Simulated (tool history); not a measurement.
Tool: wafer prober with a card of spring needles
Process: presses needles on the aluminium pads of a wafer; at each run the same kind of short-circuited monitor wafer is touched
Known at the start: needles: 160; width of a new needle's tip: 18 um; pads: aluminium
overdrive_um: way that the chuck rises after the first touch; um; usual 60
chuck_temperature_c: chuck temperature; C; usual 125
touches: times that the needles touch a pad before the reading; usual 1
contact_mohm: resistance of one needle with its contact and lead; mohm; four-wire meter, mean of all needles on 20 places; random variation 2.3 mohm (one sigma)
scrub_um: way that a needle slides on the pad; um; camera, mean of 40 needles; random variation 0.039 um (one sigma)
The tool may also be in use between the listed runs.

{"run": 1, "day": 0.0, "overdrive_um": 60, "chuck_temperature_c": 125, "touches": 1, "contact_mohm": 334, "scrub_um": 15.07}
{"day": 0.221, "done": "tips cleaned on abrasive film"}
{"day": 1.225, "done": "tips cleaned on abrasive film"}
{"day": 2.179, "done": "tips cleaned on abrasive film"}
{"run": 2, "day": 2.179, "overdrive_um": 60, "chuck_temperature_c": 36, "touches": 1, "contact_mohm": 238, "scrub_um": 15.19}
{"day": 3.179, "done": "tips cleaned on abrasive film"}
{"day": 4.212, "done": "tips cleaned on abrasive film"}
{"run": 3, "day": 4.675, "overdrive_um": 60, "chuck_temperature_c": 36, "touches": 1, "contact_mohm": 316, "scrub_um": 15.08}
{"day": 5.092, "done": "tips cleaned on abrasive film"}
{"day": 6.171, "done": "tips cleaned on abrasive film"}
{"day": 7.188, "done": "tips cleaned on abrasive film"}
{"run": 4, "day": 7.242, "overdrive_um": 60, "chuck_temperature_c": 125, "touches": 1, "contact_mohm": 270, "scrub_um": 15.07}
{"day": 8.262, "done": "tips cleaned on abrasive film"}
{"day": 9.125, "done": "tips cleaned on abrasive film"}
{"run": 5, "day": 9.471, "overdrive_um": 60, "chuck_temperature_c": 125, "touches": 1, "contact_mohm": 319, "scrub_um": 14.91}
{"day": 10.079, "done": "tips cleaned on abrasive film"}
{"day": 10.946, "done": "tips cleaned on abrasive film"}
{"day": 11.962, "done": "tips cleaned on abrasive film"}
{"run": 6, "day": 12.762, "overdrive_um": 60, "chuck_temperature_c": 125, "touches": 1, "contact_mohm": 340, "scrub_um": 14.93}
{"day": 12.983, "done": "tips cleaned on abrasive film"}
{"day": 13.846, "done": "tips cleaned on abrasive film"}
{"day": 14.842, "done": "tips cleaned on abrasive film"}
{"day": 15.846, "done": "tips cleaned on abrasive film"}
{"run": 7, "day": 16.0, "overdrive_um": 60, "chuck_temperature_c": 125, "touches": 1, "contact_mohm": 288, "scrub_um": 14.91}
{"day": 16.812, "done": "tips cleaned on abrasive film"}
{"day": 17.808, "done": "tips cleaned on abrasive film"}
{"day": 18.804, "done": "tips cleaned on abrasive film"}
{"run": 8, "day": 19.458, "overdrive_um": 60, "chuck_temperature_c": 125, "touches": 1, "contact_mohm": 337, "scrub_um": 14.9}
{"day": 19.679, "done": "tips cleaned on abrasive film"}
{"day": 20.658, "done": "tips cleaned on abrasive film"}
{"day": 21.608, "done": "tips cleaned on abrasive film"}
{"run": 9, "day": 21.608, "overdrive_um": 60, "chuck_temperature_c": 125, "touches": 1, "contact_mohm": 260, "scrub_um": 14.8}
{"day": 22.642, "done": "tips cleaned on abrasive film"}
{"day": 23.671, "done": "tips cleaned on abrasive film"}
{"run": 10, "day": 24.275, "overdrive_um": 60, "chuck_temperature_c": 125, "touches": 1, "contact_mohm": 337, "scrub_um": 14.78}
{"day": 24.671, "done": "tips cleaned on abrasive film"}
{"day": 24.683, "done": "height of the first contact set anew"}
{"day": 25.762, "done": "tips cleaned on abrasive film"}
{"day": 26.842, "done": "tips cleaned on abrasive film"}
{"run": 11, "day": 27.017, "overdrive_um": 60, "chuck_temperature_c": 29, "touches": 1, "contact_mohm": 267, "scrub_um": 15.15}
{"day": 27.825, "done": "tips cleaned on abrasive film"}
{"day": 28.842, "done": "tips cleaned on abrasive film"}
{"day": 29.9, "done": "tips cleaned on abrasive film"}
{"run": 12, "day": 30.208, "overdrive_um": 60, "chuck_temperature_c": 125, "touches": 2, "contact_mohm": 291, "scrub_um": 15.11}
{"day": 30.796, "done": "tips cleaned on abrasive film"}
{"day": 31.862, "done": "tips cleaned on abrasive film"}
{"day": 32.879, "done": "tips cleaned on abrasive film"}
{"day": 33.829, "done": "tips cleaned on abrasive film"}
{"run": 13, "day": 33.829, "overdrive_um": 60, "chuck_temperature_c": 125, "touches": 2, "contact_mohm": 262, "scrub_um": 15.08}
{"day": 34.696, "done": "tips cleaned on abrasive film"}
{"day": 35.679, "done": "tips cleaned on abrasive film"}
{"day": 36.671, "done": "tips cleaned on abrasive film"}
{"run": 14, "day": 36.671, "overdrive_um": 60, "chuck_temperature_c": 125, "touches": 1, "contact_mohm": 258, "scrub_um": 14.86}
{"day": 37.75, "done": "tips cleaned on abrasive film"}
{"day": 38.771, "done": "tips cleaned on abrasive film"}
{"run": 15, "day": 39.604, "overdrive_um": 60, "chuck_temperature_c": 125, "touches": 1, "contact_mohm": 340, "scrub_um": 14.95}
{"day": 39.817, "done": "tips cleaned on abrasive film"}
{"day": 40.896, "done": "tips cleaned on abrasive film"}
{"day": 41.925, "done": "tips cleaned on abrasive film"}
{"day": 43.004, "done": "tips cleaned on abrasive film"}
{"run": 16, "day": 43.362, "overdrive_um": 42, "chuck_temperature_c": 56, "touches": 1, "contact_mohm": 388, "scrub_um": 10.36}
{"day": 44.012, "done": "tips cleaned on abrasive film"}
{"day": 45.054, "done": "tips cleaned on abrasive film"}
{"run": 17, "day": 45.346, "overdrive_um": 60, "chuck_temperature_c": 62, "touches": 1, "contact_mohm": 294, "scrub_um": 14.83}
{"day": 45.996, "done": "tips cleaned on abrasive film"}
{"day": 47.062, "done": "tips cleaned on abrasive film"}
{"day": 48.142, "done": "tips cleaned on abrasive film"}
{"run": 18, "day": 48.95, "overdrive_um": 43, "chuck_temperature_c": 62, "touches": 1, "contact_mohm": 436, "scrub_um": 10.61}
{"day": 49.171, "done": "tips cleaned on abrasive film"}
{"day": 50.146, "done": "tips cleaned on abrasive film"}
{"day": 51.117, "done": "tips cleaned on abrasive film"}
{"run": 19, "day": 51.154, "overdrive_um": 43, "chuck_temperature_c": 62, "touches": 1, "contact_mohm": 272, "scrub_um": 10.56}
{"day": 51.996, "done": "tips cleaned on abrasive film"}
{"day": 52.008, "done": "height of the first contact set anew"}
{"day": 53.029, "done": "tips cleaned on abrasive film"}
{"run": 20, "day": 53.846, "overdrive_um": 43, "chuck_temperature_c": 62, "touches": 1, "contact_mohm": 421, "scrub_um": 10.84}
{"day": 54.067, "done": "tips cleaned on abrasive film"}
{"day": 55.042, "done": "tips cleaned on abrasive film"}
{"day": 56.104, "done": "tips cleaned on abrasive film"}
{"run": 21, "day": 56.862, "overdrive_um": 70, "chuck_temperature_c": 62, "touches": 1, "contact_mohm": 308, "scrub_um": 17.58}
{"day": 57.079, "done": "tips cleaned on abrasive film"}
{"day": 58.042, "done": "tips cleaned on abrasive film"}
{"day": 59.121, "done": "tips cleaned on abrasive film"}
{"run": 22, "day": 59.362, "overdrive_um": 79, "chuck_temperature_c": 27, "touches": 1, "contact_mohm": 260, "scrub_um": 19.84}
{"day": 60.129, "done": "tips cleaned on abrasive film"}
{"day": 61.112, "done": "tips cleaned on abrasive film"}
{"run": 23, "day": 61.304, "overdrive_um": 60, "chuck_temperature_c": 74, "touches": 2, "contact_mohm": 265, "scrub_um": 15.04}
{"day": 62.154, "done": "tips cleaned on abrasive film"}
{"day": 63.183, "done": "tips cleaned on abrasive film"}
{"run": 24, "day": 63.254, "overdrive_um": 60, "chuck_temperature_c": 74, "touches": 2, "contact_mohm": 256, "scrub_um": 14.97}
{"day": 64.05, "done": "tips cleaned on abrasive film"}
{"day": 64.996, "done": "tips cleaned on abrasive film"}
{"day": 65.946, "done": "tips cleaned on abrasive film"}
{"run": 25, "day": 65.946, "overdrive_um": 78, "chuck_temperature_c": 52, "touches": 2, "contact_mohm": 239, "scrub_um": 19.5}
{"day": 67.0, "done": "tips cleaned on abrasive film"}
{"day": 68.029, "done": "tips cleaned on abrasive film"}
{"run": 26, "day": 68.029, "overdrive_um": 77, "chuck_temperature_c": 82, "touches": 1, "contact_mohm": 246, "scrub_um": 19.27}
{"day": 69.075, "done": "tips cleaned on abrasive film"}
{"day": 70.058, "done": "tips cleaned on abrasive film"}
{"day": 71.1, "done": "tips cleaned on abrasive film"}
{"run": 27, "day": 71.117, "overdrive_um": 61, "chuck_temperature_c": 49, "touches": 1, "contact_mohm": 247, "scrub_um": 15.13}
{"day": 72.15, "done": "tips cleaned on abrasive film"}
{"day": 73.012, "done": "tips cleaned on abrasive film"}
{"run": 28, "day": 73.771, "overdrive_um": 61, "chuck_temperature_c": 49, "touches": 1, "contact_mohm": 333, "scrub_um": 15.11}
{"day": 73.992, "done": "tips cleaned on abrasive film"}
{"day": 75.021, "done": "tips cleaned on abrasive film"}
{"run": 29, "day": 75.767, "overdrive_um": 61, "chuck_temperature_c": 49, "touches": 1, "contact_mohm": 332, "scrub_um": 15.07}

Forecast each of these 3 alternatives for the next run:
{"day": 75.996, "done": "tips cleaned on abrasive film"}
{"day": 76.996, "done": "tips cleaned on abrasive film"}
{"day": 77.858, "done": "tips cleaned on abrasive film"}
{"run": "A", "day": 77.921, "overdrive_um": 76, "chuck_temperature_c": 33, "touches": 1, "contact_mohm": "?", "scrub_um": "?"}
{"day": 75.996, "done": "tips cleaned on abrasive film"}
{"day": 76.996, "done": "tips cleaned on abrasive film"}
{"day": 77.858, "done": "tips cleaned on abrasive film"}
{"run": "B", "day": 77.921, "overdrive_um": 64, "chuck_temperature_c": 125, "touches": 1, "contact_mohm": "?", "scrub_um": "?"}
{"day": 75.996, "done": "tips cleaned on abrasive film"}
{"day": 76.996, "done": "tips cleaned on abrasive film"}
{"day": 77.858, "done": "tips cleaned on abrasive film"}
{"run": "C", "day": 77.921, "overdrive_um": 60, "chuck_temperature_c": 63, "touches": 2, "contact_mohm": "?", "scrub_um": "?"}

run=A contact_mohm=243 scrub_um=18.82
run=B contact_mohm=271 scrub_um=15.87
run=C contact_mohm=253 scrub_um=14.79
Without the tool's hidden state the same runs would have given:
run=A contact_mohm=228 scrub_um=19.14
run=B contact_mohm=253 scrub_um=16.19
run=C contact_mohm=240 scrub_um=15.11
